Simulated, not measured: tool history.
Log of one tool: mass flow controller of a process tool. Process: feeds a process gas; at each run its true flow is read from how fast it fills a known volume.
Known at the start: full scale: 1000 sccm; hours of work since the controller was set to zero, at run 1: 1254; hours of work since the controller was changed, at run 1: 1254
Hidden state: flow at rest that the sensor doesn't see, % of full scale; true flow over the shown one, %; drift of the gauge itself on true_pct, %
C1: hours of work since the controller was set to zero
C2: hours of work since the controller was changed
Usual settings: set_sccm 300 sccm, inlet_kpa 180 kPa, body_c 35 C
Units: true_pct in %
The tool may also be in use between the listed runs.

Run 1, day 0.000: usual settings; C1 1254; C2 1254. Result: true_pct 98.20 %.
Run 2, day 10.962: usual settings but set_sccm 171 sccm; C1 1456; C2 1456. Result: true_pct 97.72 %.
Run 3, day 19.129: usual settings; C1 1607; C2 1607. Result: true_pct 97.91 %.
Run 4, day 27.804: usual settings; C1 1767; C2 1767. Result: true_pct 97.41 %.
Run 5, day 34.729: usual settings; C1 1895; C2 1895. Result: true_pct 97.21 %.
Run 6, day 40.579: usual settings; C1 2003; C2 2003. Result: true_pct 97.10 %.
Run 7, day 49.071: usual settings; C1 2160; C2 2160. Result: true_pct 96.81 %.
Run 8, day 53.854: usual settings; C1 2248; C2 2248. Result: true_pct 96.78 %.
Run 9, day 63.533: usual settings but inlet_kpa 154 kPa; C1 2427; C2 2427. Result: true_pct 96.15 %.
Run 10, day 74.225: usual settings; C1 2624; C2 2624. Result: true_pct 96.25 %.
Run 11, day 79.054: usual settings; C1 2714; C2 2714. Result: true_pct 95.97 %.
Run 12, day 87.733: usual settings; C1 2874; C2 2874. Result: true_pct 95.66 %.
At day 91.221: gauge calibrated.
Run 13, day 95.862: usual settings; C1 3024; C2 3024. Result: true_pct 98.16 %.
Run 14, day 105.933: usual settings; C1 3210; C2 3210. Result: true_pct 97.81 %.
Run 15, day 110.838: usual settings but body_c 25 C; C1 3300; C2 3300. Result: true_pct 98.32 %.
Run 16, day 118.321: usual settings but set_sccm 928 sccm; C1 3439; C2 3439. Result: true_pct 98.36 %.
Run 17, day 122.971: usual settings; C1 3524; C2 3524. Result: true_pct 97.29 %.
Run 18, day 130.750: usual settings but set_sccm 373 sccm; C1 3668; C2 3668. Result: true_pct 97.09 %.
Run 19, day 136.912: usual settings but set_sccm 373 sccm; C1 3782; C2 3782. Result: true_pct 97.04 %.
Run 20, day 147.654: usual settings but set_sccm 142 sccm, inlet_kpa 208 kPa, body_c 27 C; C1 3980; C2 3980. Result: true_pct 96.84 %.
Run 21, day 155.575: usual settings but set_sccm 799 sccm, inlet_kpa 208 kPa, body_c 39 C; C1 4126; C2 4126. Result: true_pct 96.87 %.
Run 22, day 162.908: usual settings but set_sccm 178 sccm, inlet_kpa 207 kPa, body_c 39 C; C1 4262; C2 4262. Result: true_pct 95.73 %.
Run 23, day 171.454: usual settings but set_sccm 301 sccm, inlet_kpa 149 kPa, body_c 21 C; C1 4420; C2 4420. Result: true_pct 96.64 %.
Run 24, day 182.308: usual settings but set_sccm 301 sccm, inlet_kpa 149 kPa, body_c 21 C; C1 4620; C2 4620. Result: true_pct 96.34 %.
Run 25, day 188.262: usual settings but set_sccm 298 sccm, body_c 38 C; C1 4730; C2 4730. Result: true_pct 95.26 %.
Run 26, day 197.288: usual settings but set_sccm 298 sccm, body_c 38 C; C1 4897; C2 4897. Result: true_pct 95.14 %.
Run 27, day 202.117: usual settings but set_sccm 703 sccm, inlet_kpa 273 kPa, body_c 24 C; C1 4986; C2 4986. Result: true_pct 96.66 %.
Run 28, day 212.525: usual settings but set_sccm 139 sccm, inlet_kpa 201 kPa, body_c 23 C; C1 5178; C2 5178. Result: true_pct 95.41 %.
Run 29, day 220.658: usual settings but set_sccm 368 sccm, inlet_kpa 145 kPa, body_c 40 C; C1 5328; C2 5328. Result: true_pct 94.13 %.
Run 30, day 226.129: usual settings but inlet_kpa 154 kPa; C1 5429; C2 5429. Result: true_pct 94.32 %.
Run 31, day 235.808: usual settings but body_c 27 C; C1 5608; C2 5608. Result: true_pct 94.63 %.
Run 32, day 240.946: usual settings but set_sccm 606 sccm, inlet_kpa 202 kPa, body_c 37 C; C1 5703; C2 5703. Result: true_pct 94.36 %.
Run 33, day 250.029: usual settings but set_sccm 606 sccm, inlet_kpa 202 kPa, body_c 37 C; C1 5870; C2 5870. Result: true_pct 93.93 %.
Run 34, day 258.850: usual settings but set_sccm 606 sccm, inlet_kpa 202 kPa, body_c 37 C; C1 6033; C2 6033. Result: true_pct 93.80 %.
Run 35, day 269.562: usual settings but set_sccm 606 sccm, inlet_kpa 202 kPa, body_c 37 C; C1 6231; C2 6231. Result: true_pct 93.43 %.
Run 36, day 276.733: usual settings but set_sccm 927 sccm, inlet_kpa 158 kPa, body_c 22 C; C1 6364; C2 6364. Result: true_pct 94.38 %.
At day 284.188: controller's zero set anew.
Run 37, day 285.333: usual settings but body_c 25 C; C1 21; C2 6522. Result: true_pct 93.10 %.
Run 38, day 292.008: usual settings but inlet_kpa 184 kPa; C1 144; C2 6645. Result: true_pct 92.26 %.

4 ways to go on from here, each from the tool as it stands after run 38. What would each give?
Run A, day 299.333: usual settings but set_sccm 891 sccm, inlet_kpa 164 kPa, body_c 26 C; C1 280; C2 6781. Result: true_pct ?.
Run B, day 299.333: usual settings but inlet_kpa 200 kPa, body_c 36 C; C1 280; C2 6781. Result: true_pct ?.
Run C, day 299.333: usual settings but set_sccm 613 sccm, inlet_kpa 167 kPa, body_c 23 C; C1 280; C2 6781. Result: true_pct ?.
Run D, day 299.333: usual settings but set_sccm 150 sccm, inlet_kpa 179 kPa, body_c 23 C; C1 280; C2 6781. Result: true_pct ?.

run  true_pct
  A     93.48
  B     92.19
  C     93.25
  D     92.59
Without the tool's hidden state the same runs would have given:
run  true_pct
  A     99.66
  B     98.29
  C     99.42
  D     98.71
